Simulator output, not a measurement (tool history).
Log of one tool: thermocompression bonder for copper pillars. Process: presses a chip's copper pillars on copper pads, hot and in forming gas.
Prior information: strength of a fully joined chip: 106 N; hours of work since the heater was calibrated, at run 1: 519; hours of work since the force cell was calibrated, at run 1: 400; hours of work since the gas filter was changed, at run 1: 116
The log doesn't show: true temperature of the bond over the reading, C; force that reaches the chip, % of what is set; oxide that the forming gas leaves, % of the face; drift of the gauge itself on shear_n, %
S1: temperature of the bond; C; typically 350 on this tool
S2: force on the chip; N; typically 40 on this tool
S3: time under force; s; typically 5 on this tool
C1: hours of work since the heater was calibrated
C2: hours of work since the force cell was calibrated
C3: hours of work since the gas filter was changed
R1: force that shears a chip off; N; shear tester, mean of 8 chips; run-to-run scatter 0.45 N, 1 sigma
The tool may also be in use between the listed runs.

run     day   S1  S2  S3   C1   C2   C3    R1
  1       0  350  40   5  519  400  116  73.1
  2   1.142  350  40   5  537  418  134  73.4
  3   3.817  353  40   5  579  460  175    74
  4   5.696  350  40   5  608  489  205  72.7
  5   7.129  350  40   5  630  511  227  72.4
  6   9.271  350  40   5  664  545  261  72.5
  7  11.812  350  40   5  704  585  301  71.6
     12.025  -- heater calibrated with a thermocouple chip
  8  14.075  350  40   5   32  619  335  72.5
  9  16.342  350  40   5   68  654  370    72
     18.075  -- forming gas filter changed
 10  18.746  323  25   5  105  692   11  43.9
 11  20.292  323  25   5  129  716   35    44
 12  22.638  323  25   5  166  753   71    43
 13  24.662  323  25   9  197  784  103    54
     26.458  -- heater calibrated with a thermocouple chip, once more
 14  27.358  323  25   9   14  825  144    53
 15  30.042  361  25   5   56  867  186  61.3
 16  31.862  361  41   5   85  896  215  77.3
 17  34.621  340  27   5  128  939  258  52.3

For some of the steps in R1 from one run to the next: how much would appear even if the tool had no hidden state, given the settings, what came in and random variation, and how much remains for the hidden state plus any gauge scatter that the measured result and the result without hidden state don't share?
Run 9 -> 10: S1 350 -> 323, S2 40 -> 25, forming gas filter changed. R1 -28.1 N: hidden state +1.8, all else -29.9.
